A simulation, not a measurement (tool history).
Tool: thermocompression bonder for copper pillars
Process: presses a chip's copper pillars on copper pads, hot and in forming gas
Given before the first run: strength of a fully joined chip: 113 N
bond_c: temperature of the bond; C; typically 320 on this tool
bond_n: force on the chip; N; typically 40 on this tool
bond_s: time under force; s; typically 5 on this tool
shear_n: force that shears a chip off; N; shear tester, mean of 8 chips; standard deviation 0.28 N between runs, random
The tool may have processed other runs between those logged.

| run | day | bond_c | bond_n | bond_s | shear_n |
|---|---|---|---|---|---|
| 1 | 0 | 320 | 40 | 5 | 40.5 |
| 2 | 1.771 | 320 | 40 | 5 | 40.5 |
| 3 | 4.342 | 320 | 40 | 5 | 40.6 |
| 4 | 7.958 | 320 | 40 | 5 | 40.1 |
| 5 | 11.621 | 320 | 25 | 5 | 24.9 |
|  | 11.858 | force cell calibrated |
| 6 | 14.071 | 320 | 40 | 5 | 41.6 |
| 7 | 15.938 | 320 | 40 | 5 | 41.1 |
| 8 | 17.754 | 320 | 40 | 5 | 41.4 |
| 9 | 20.65 | 320 | 40 | 5 | 41.3 |
| 10 | 23.933 | 320 | 40 | 5 | 41.5 |
|  | 24.946 | forming gas filter changed |
| 11 | 27.329 | 320 | 40 | 5 | 43.1 |
| 12 | 30.683 | 320 | 40 | 5 | 43.2 |
| 13 | 32.45 | 320 | 40 | 5 | 43.8 |
|  | 33.854 | heater calibrated with a thermocouple chip |
| 14 | 35.858 | 320 | 60 | 5 | 57.8 |
| 15 | 37.488 | 320 | 40 | 5 | 39.6 |
| 16 | 40.679 | 346 | 40 | 5 | 49.5 |
| 17 | 44.088 | 320 | 40 | 12 | 55.1 |
| 18 | 45.925 | 331 | 40 | 5 | 43.5 |
| 19 | 48.446 | 320 | 24 | 12 | 33.6 |
| 20 | 51.667 | 327 | 31 | 3 | 25.9 |
| 21 | 54.1 | 327 | 28 | 3 | 23.1 |
| 22 | 57.012 | 320 | 28 | 15 | 43 |
| 23 | 58.917 | 343 | 31 | 10 | 48.4 |
|  | 61.354 | forming gas filter changed |
| 24 | 62.592 | 333 | 34 | 11 | 53.4 |
| 25 | 66.262 | 333 | 34 | 11 | 53.1 |
| 26 | 68.846 | 320 | 53 | 3 | 44.4 |
| 27 | 71.862 | 320 | 40 | 6 | 44.8 |
| 28 | 73.467 | 334 | 40 | 3 | 38 |
| 29 | 75.925 | 308 | 42 | 7 | 43.7 |
| 30 | 78.408 | 308 | 42 | 7 | 44 |
| 31 | 80.083 | 308 | 42 | 7 | 44.5 |
| 32 | 82.654 | 298 | 26 | 3 | 16.8 |

Expected results for the next run?
|  | 83.525 | force cell calibrated |
| 33 | 85.817 | 309 | 52 | 10 | ? |

shear_n: 62.5 N
Take away the tool's hidden state, keep the run-to-run variation as it was, and the same run would have given shear_n 61.4 N.

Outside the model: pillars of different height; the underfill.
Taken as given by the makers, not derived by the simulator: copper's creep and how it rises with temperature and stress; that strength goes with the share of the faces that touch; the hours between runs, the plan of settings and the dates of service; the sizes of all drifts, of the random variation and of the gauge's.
